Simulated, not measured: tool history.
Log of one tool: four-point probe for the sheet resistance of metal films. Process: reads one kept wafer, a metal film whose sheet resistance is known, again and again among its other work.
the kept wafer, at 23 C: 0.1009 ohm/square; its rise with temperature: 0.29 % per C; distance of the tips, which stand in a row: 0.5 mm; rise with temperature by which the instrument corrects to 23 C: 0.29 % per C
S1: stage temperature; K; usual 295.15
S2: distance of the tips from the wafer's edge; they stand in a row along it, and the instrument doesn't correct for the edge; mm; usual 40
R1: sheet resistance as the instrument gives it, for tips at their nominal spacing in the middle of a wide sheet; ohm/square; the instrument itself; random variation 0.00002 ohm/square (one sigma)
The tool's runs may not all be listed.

| run | hour | S1 | S2 | R1 |
|---|---|---|---|---|
| 1 | 0.0 | 295.15 | 40 | 0.102290 |
| 2 | 107.5 | 295.15 | 40 | 0.102331 |
| 3 | 171.2 | 295.15 | 5 | 0.102970 |
| 4 | 247.2 | 295.15 | 5 | 0.103062 |
|  | 265.0 | stage's thermometer calibrated |
| 5 | 309.9 | 295.15 | 24 | 0.102263 |
|  | 411.8 | new probe head fitted |
| 6 | 429.3 | 295.15 | 40 | 0.101676 |
| 7 | 550.5 | 299.15 | 40 | 0.101756 |
| 8 | 645.7 | 295.15 | 26 | 0.101845 |
| 9 | 708.4 | 295.15 | 26 | 0.101852 |
| 10 | 816.7 | 295.15 | 15 | 0.101999 |
| 11 | 950.3 | 295.15 | 15 | 0.102088 |
| 12 | 1040.9 | 295.15 | 40 | 0.102064 |
| 13 | 1145.0 | 302.15 | 40 | 0.102178 |
| 14 | 1258.4 | 302.15 | 69 | 0.102273 |
| 15 | 1387.8 | 302.15 | 69 | 0.102405 |
| 16 | 1454.6 | 295.15 | 40 | 0.102414 |
| 17 | 1536.7 | 295.15 | 40 | 0.102477 |
| 18 | 1641.3 | 295.15 | 40 | 0.102553 |
| 19 | 1770.4 | 306.15 | 63 | 0.102721 |
| 20 | 1862.6 | 306.15 | 63 | 0.102752 |
| 21 | 1932.4 | 301.15 | 4 | 0.103649 |
| 22 | 2031.3 | 298.15 | 63 | 0.102834 |
| 23 | 2139.4 | 291.15 | 6 | 0.103314 |
| 24 | 2263.5 | 295.15 | 3 | 0.104538 |
| 25 | 2358.9 | 295.15 | 3 | 0.104639 |
| 26 | 2429.9 | 295.15 | 3 | 0.104630 |
| 27 | 2512.9 | 295.15 | 3 | 0.104744 |

Run 28 comes next. What will it give?
| 28 | 2618.1 | 295.15 | 3 | ? |

R1: 0.104781 ohm/square
Without the tool's hidden state the same run would have given R1 0.102375 ohm/square.

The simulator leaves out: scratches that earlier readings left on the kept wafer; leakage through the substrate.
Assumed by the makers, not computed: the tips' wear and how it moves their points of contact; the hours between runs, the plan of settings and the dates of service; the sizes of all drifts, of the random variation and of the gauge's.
